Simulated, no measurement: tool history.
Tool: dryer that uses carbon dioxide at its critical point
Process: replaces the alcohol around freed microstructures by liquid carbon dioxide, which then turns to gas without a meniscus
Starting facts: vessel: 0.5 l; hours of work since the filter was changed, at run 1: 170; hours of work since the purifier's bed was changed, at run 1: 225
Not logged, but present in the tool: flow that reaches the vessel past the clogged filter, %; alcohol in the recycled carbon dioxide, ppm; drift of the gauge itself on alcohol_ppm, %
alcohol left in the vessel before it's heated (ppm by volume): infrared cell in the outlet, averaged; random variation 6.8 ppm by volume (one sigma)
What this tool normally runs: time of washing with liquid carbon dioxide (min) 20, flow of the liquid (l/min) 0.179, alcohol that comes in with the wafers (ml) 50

run   hour  time of washing with liquid carbon dioxide (min)  flow of the liquid (l/min)  alcohol that comes in with the wafers (ml)  hours of work since the filter was changed  hours of work since the purifier's bed was changed  alcohol left in the vessel before it's heated (ppm by volume)
  1      0                                                20                       0.179                                          50                                         170                                                 225                                                            554
  2   11.8                                                20                       0.179                                          50                                         177                                                 233                                                            578
  3   19.5                                                20                       0.179                                          50                                         182                                                 237                                                            575
  4   26.4                                                20                       0.179                                          50                                         187                                                 242                                                            591
  5   37.5                                                20                       0.179                                          50                                         194                                                 249                                                            593
  6     48                                                20                       0.179                                          50                                         200                                                 255                                                            615
  7   56.3                                                20                       0.159                                          50                                         205                                                 261                                                           1112
  8   66.8                                                20                       0.294                                          50                                         212                                                 267                                                             59
  9   77.7                                                20                       0.294                                          50                                         219                                                 274                                                             47
      91.6  -- inlet filter changed
 10   95.5                                                20                       0.294                                          50                                           2                                                 284                                                             49
 11  108.1                                                22                       0.179                                          50                                          10                                                 292                                                            224
 12  118.7                                                22                       0.179                                          50                                          17                                                 299                                                            220
 13  134.2                                                30                       0.133                                          97                                          27                                                 309                                                            398
 14  144.1                                                30                       0.179                                          69                                          33                                                 315                                                             67
 15    152                                                14                       0.179                                         104                                          38                                                 320                                                           3966
 16    162                                                26                       0.218                                          50                                          44                                                 326                                                             58
 17  178.5                                                20                        0.22                                          33                                          55                                                 337                                                            101
 18  189.7                                                22                       0.161                                          58                                          62                                                 344                                                            502
 19  197.9                                                22                       0.161                                          58                                          67                                                 349                                                            507
 20  205.9                                                20                       0.161                                          30                                          72                                                 354                                                            438
 21  214.1                                                27                        0.28                                          84                                          77                                                 359                                                             41
 22  225.7                                                27                        0.28                                          84                                          84                                                 366                                                             38
 23  239.9                                                17                       0.196                                          49                                          93                                                 375                                                            610
 24  255.7                                                27                       0.109                                          77                                         103                                                 385                                                           1842

3 options for the next run, each taken on its own from the tool as it stands now. Forecast them:
  A  272.7                                                20                       0.171                                          85                                         114                                                 396                                                              ?
  B  272.7                                                27                       0.167                                          77                                         114                                                 396                                                              ?
  C  272.7                                                20                       0.112                                          50                                         114                                                 396                                                              ?

run  alcohol left in the vessel before it's heated (ppm by volume)
  A                                                            970
  B                                                            210
  C                                                           3667
With no hidden state in the tool, these same runs would have given:
run  alcohol left in the vessel before it's heated (ppm by volume)
  A                                                            682
  B                                                            112
  C                                                           2964

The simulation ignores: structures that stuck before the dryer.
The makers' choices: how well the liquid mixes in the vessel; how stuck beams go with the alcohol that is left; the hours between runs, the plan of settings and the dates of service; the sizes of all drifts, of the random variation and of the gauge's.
